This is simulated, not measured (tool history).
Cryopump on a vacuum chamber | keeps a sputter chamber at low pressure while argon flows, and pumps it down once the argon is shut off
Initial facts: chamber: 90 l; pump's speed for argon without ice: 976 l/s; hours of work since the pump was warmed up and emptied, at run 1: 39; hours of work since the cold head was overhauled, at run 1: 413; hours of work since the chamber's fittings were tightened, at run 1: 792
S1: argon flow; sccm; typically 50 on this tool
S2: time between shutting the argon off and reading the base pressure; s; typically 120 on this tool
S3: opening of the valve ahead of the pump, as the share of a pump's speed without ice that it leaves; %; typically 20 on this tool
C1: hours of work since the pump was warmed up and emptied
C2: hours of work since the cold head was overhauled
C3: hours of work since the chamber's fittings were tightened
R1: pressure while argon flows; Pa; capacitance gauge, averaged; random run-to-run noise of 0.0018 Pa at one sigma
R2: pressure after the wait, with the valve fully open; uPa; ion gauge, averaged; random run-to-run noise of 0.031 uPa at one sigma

| run | hour | S1 | S2 | S3 | C1 | C2 | C3 | R1 | R2 |
|---|---|---|---|---|---|---|---|---|---|
| 1 | 0.0 | 50 | 120 | 20 | 39 | 413 | 792 | 0.4348 | 3.19 |
| 2 | 31.4 | 50 | 120 | 20 | 60 | 434 | 814 | 0.4385 | 3.23 |
| 3 | 54.4 | 50 | 60 | 20 | 76 | 450 | 829 | 0.4386 | 4.65 |
| 4 | 99.1 | 50 | 120 | 20 | 106 | 480 | 860 | 0.4426 | 3.45 |
| 5 | 126.2 | 50 | 120 | 20 | 125 | 499 | 878 | 0.4407 | 3.49 |
| 6 | 151.1 | 50 | 120 | 20 | 142 | 516 | 895 | 0.4402 | 3.59 |
| 7 | 195.6 | 50 | 120 | 20 | 172 | 546 | 925 | 0.4416 | 3.71 |
| 8 | 231.0 | 50 | 120 | 20 | 196 | 570 | 949 | 0.4470 | 3.92 |
| 9 | 252.5 | 50 | 120 | 20 | 211 | 585 | 964 | 0.4467 | 3.84 |
| 10 | 298.4 | 50 | 72 | 20 | 242 | 616 | 995 | 0.4485 | 4.93 |
| 11 | 324.4 | 72 | 33 | 16 | 260 | 633 | 1013 | 0.7989 | 7.42 |
| 12 | 348.2 | 72 | 33 | 16 | 276 | 650 | 1029 | 0.8067 | 7.53 |
| 13 | 398.3 | 72 | 33 | 16 | 310 | 684 | 1063 | 0.8072 | 7.61 |
|  | 420.7 | pump warmed up, emptied and cooled again |
| 14 | 442.5 | 86 | 31 | 44 | 15 | 710 | 1090 | 0.3424 | 7.38 |
| 15 | 473.3 | 41 | 111 | 33 | 36 | 731 | 1111 | 0.2175 | 4.01 |
| 16 | 522.0 | 41 | 111 | 33 | 69 | 764 | 1144 | 0.2192 | 4.13 |
| 17 | 552.0 | 41 | 111 | 33 | 89 | 785 | 1164 | 0.2199 | 4.26 |
| 18 | 602.2 | 49 | 111 | 41 | 123 | 819 | 1198 | 0.2146 | 4.32 |
| 19 | 631.4 | 75 | 120 | 20 | 143 | 839 | 1218 | 0.6660 | 4.27 |

3 ways to go on from here, each from the tool as it stands after run 19. What would each give?
| A | 653.3 | 50 | 37 | 45 | 158 | 854 | 1233 | ? | ? |
| B | 653.3 | 39 | 36 | 58 | 158 | 854 | 1233 | ? | ? |
| C | 653.3 | 75 | 112 | 20 | 158 | 854 | 1233 | ? | ? |

| run | R1 | R2 |
|---|---|---|
| A | 0.2026 | 7.14 |
| B | 0.1236 | 7.23 |
| C | 0.6643 | 4.49 |
Stripped of hidden state, with their random variation kept, the same runs would have yielded:
| run | R1 | R2 |
|---|---|---|
| A | 0.1933 | 4.37 |
| B | 0.1165 | 4.46 |
| C | 0.6505 | 1.68 |
